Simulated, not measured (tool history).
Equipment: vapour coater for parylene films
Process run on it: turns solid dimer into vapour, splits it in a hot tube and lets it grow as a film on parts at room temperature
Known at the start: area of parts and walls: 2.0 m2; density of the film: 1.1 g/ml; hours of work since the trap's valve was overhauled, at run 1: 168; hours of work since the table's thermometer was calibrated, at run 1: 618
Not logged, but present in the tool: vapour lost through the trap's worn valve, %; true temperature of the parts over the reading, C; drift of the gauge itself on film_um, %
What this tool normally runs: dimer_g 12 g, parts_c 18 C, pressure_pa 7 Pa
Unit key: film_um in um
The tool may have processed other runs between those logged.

run    hour  dimer_g  parts_c  pressure_pa  hours of work since the trap's valve was overhauled  hours of work since the table's thermometer was calibrated  film_um
  1       0       12       18            7                                                  168                                                         618     3.83
  2    85.9       12       18            7                                                  226                                                         676     3.72
  3   128.6       12       18            7                                                  255                                                         705     3.65
  4     209       12       18         2.86                                                  309                                                         759     4.19
  5   283.5       12       18         2.86                                                  359                                                         810     4.05
      291.8  -- table's thermometer calibrated
  6   367.6       12       18        10.76                                                  416                                                          51     3.39
  7   413.3        5       18            7                                                  447                                                          82     1.48
  8   458.5        8       18            7                                                  477                                                         113     2.36
  9   523.5        8       18            7                                                  521                                                         157      2.3
 10   602.7       12       18         6.85                                                  575                                                         210     3.41
      645.6  -- table's thermometer calibrated, once more
      677.4  -- trap's valve overhauled
 11     697       12       18         9.97                                                   13                                                          32     3.82
 12   745.5       12       18         9.97                                                   46                                                          65     3.84
 13   781.7       12       18         9.97                                                   71                                                          89     3.75
 14     839       12       23            7                                                  109                                                         128     3.11
 15   916.4       12       23            7                                                  162                                                         181     3.06
 16   957.8       12       23            7                                                  190                                                         209     3.02
 17  1014.3       12       23            7                                                  228                                                         247     3.05
 18  1080.2       12       23            7                                                  273                                                         291     2.96
 19  1139.7       12       23            7                                                  313                                                         332     2.92
 20  1184.4       12       23            7                                                  343                                                         362     2.91
 21  1265.8       12       23            7                                                  398                                                         417     2.87
 22  1307.5       12       23            7                                                  426                                                         445     2.83
 23  1348.4       12       23            7                                                  454                                                         473     2.87
 24  1436.7       12       23         2.53                                                  514                                                         533     3.21
 25  1477.6        6       18            7                                                  542                                                         560     1.74
 26  1539.5        7       25         4.41                                                  583                                                         602     1.53
     1600.6  -- trap's valve overhauled
 27    1603        9       18        11.44                                                    2                                                         643     2.84
 28  1644.5       16       11         3.39                                                   30                                                         671     6.98
 29  1711.1       12       22         5.31                                                   75                                                         716     3.41
 30  1773.5       16       20         3.52                                                  117                                                         758     5.19
 31  1832.9       16       20         3.52                                                  157                                                         798     5.09
     1855.6  -- table's thermometer calibrated
 32  1923.2        8       29         2.85                                                  218                                                          46     1.77
 33  2007.8        8       29         2.85                                                  275                                                         103     1.66
 34  2048.4       17       15         2.85                                                  302                                                         131     6.81
 35  2089.4       17       15         2.85                                                  330                                                         158     6.82
 36  2172.3       17       15         2.85                                                  386                                                         214     6.73
 37  2222.4        9       17         4.65                                                  420                                                         248     3.02
 38  2285.8        9       17         4.65                                                  463                                                         291     2.98
 39  2333.9        9       17         3.11                                                  496                                                         324     3.12
 40  2389.4        9       17         3.11                                                  533                                                         361     3.07
 41  2425.6        7       17            7                                                  558                                                         386     2.14
 42  2502.1        7       20            7                                                  610                                                         438     1.81
     2527.8  -- trap's valve overhauled
 43  2586.1        7       13          2.1                                                   39                                                         492     3.13
 44  2635.8       12       14            7                                                   73                                                         525     4.72
 45  2687.7        7       18        10.27                                                  108                                                         561     2.12

Results for each run, recomputed without the tool's hidden state and with each run's random variation untouched:
run  film_um
  1     4.08
  2     4.02
  3     3.98
  4     4.64
  5     4.54
  6     3.88
  7      1.7
  8     2.73
  9      2.7
 10     4.08
 11     3.84
 12     3.89
 13     3.83
 14     3.21
 15     3.21
 16     3.19
 17     3.25
 18      3.2
 19     3.19
 20     3.21
 21     3.22
 22     3.19
 23     3.26
 24     3.72
 25     2.03
 26     1.81
 27      2.9
 28     7.04
 29     3.55
 30     5.47
 31     5.42
 32     1.86
 33     1.78
 34     7.35
 35     7.42
 36     7.44
 37     3.37
 38     3.37
 39     3.55
 40     3.53
 41     2.49
 42     2.14
 43     3.17
 44     4.88
 45     2.21

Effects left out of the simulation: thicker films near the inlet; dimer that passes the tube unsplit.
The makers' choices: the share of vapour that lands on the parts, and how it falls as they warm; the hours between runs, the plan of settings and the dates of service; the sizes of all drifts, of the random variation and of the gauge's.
